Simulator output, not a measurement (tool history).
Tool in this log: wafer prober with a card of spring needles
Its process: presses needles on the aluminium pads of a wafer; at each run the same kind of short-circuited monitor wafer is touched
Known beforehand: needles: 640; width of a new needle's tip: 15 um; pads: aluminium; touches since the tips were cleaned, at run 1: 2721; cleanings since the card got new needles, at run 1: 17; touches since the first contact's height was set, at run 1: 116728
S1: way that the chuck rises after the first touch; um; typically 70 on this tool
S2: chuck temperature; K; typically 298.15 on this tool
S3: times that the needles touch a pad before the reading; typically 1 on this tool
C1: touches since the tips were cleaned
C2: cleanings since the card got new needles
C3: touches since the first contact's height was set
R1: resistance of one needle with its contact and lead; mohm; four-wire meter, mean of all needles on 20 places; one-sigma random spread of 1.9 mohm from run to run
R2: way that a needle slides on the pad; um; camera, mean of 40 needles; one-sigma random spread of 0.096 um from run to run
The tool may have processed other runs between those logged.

run,hour,S1,S2,S3,C1,C2,C3,R1,R2
1,0,70,298.15,1,2721,17,116728,200,19.32
# hour 8.9: tips cleaned on abrasive film
2,11,70,298.15,1,691,18,120353,193,19.21
3,17.3,70,298.15,1,2792,18,122454,198,19.19
# hour 26.5: tips cleaned on abrasive film
4,29.4,70,323.15,1,949,19,126436,202,18.94
5,39,70,323.15,2,4143,19,129630,206,19.01
# hour 43.5: tips cleaned on abrasive film
6,50,70,323.15,2,2139,20,133254,205,19.04
7,58.3,61,298.15,3,4900,20,136015,198,16.65
# hour 60.5: tips cleaned on abrasive film
8,71.1,70,298.15,2,3510,21,140247,203,18.91
# hour 78.2: tips cleaned on abrasive film
9,84.6,70,298.15,2,2125,22,144717,200,18.97
10,90.7,70,298.15,2,4148,22,146740,199,19.01
# hour 96: tips cleaned on abrasive film
11,100.6,70,349.15,1,1529,23,150017,212,18.94

Consider 5 possible next runs. They are alternatives, not a sequence: every one starts from the tool as it was left by run 11. What does each give?
A,108.1,70,321.15,1,4021,23,152509,?,?
B,108.1,70,349.15,3,4021,23,152509,?,?
C,108.1,66,305.15,2,4021,23,152509,?,?
D,108.1,63,347.15,1,4021,23,152509,?,?
E,108.1,70,315.15,3,4021,23,152509,?,?

run,R1,R2
A,205,18.83
B,213,18.92
C,203,17.86
D,212,16.81
E,205,18.7
The same runs, with their run-to-run variation unchanged, on a tool lacking any hidden condition would have given:
run,R1,R2
A,205,19.13
B,213,19.23
C,202,18.15
D,212,17.08
E,204,19

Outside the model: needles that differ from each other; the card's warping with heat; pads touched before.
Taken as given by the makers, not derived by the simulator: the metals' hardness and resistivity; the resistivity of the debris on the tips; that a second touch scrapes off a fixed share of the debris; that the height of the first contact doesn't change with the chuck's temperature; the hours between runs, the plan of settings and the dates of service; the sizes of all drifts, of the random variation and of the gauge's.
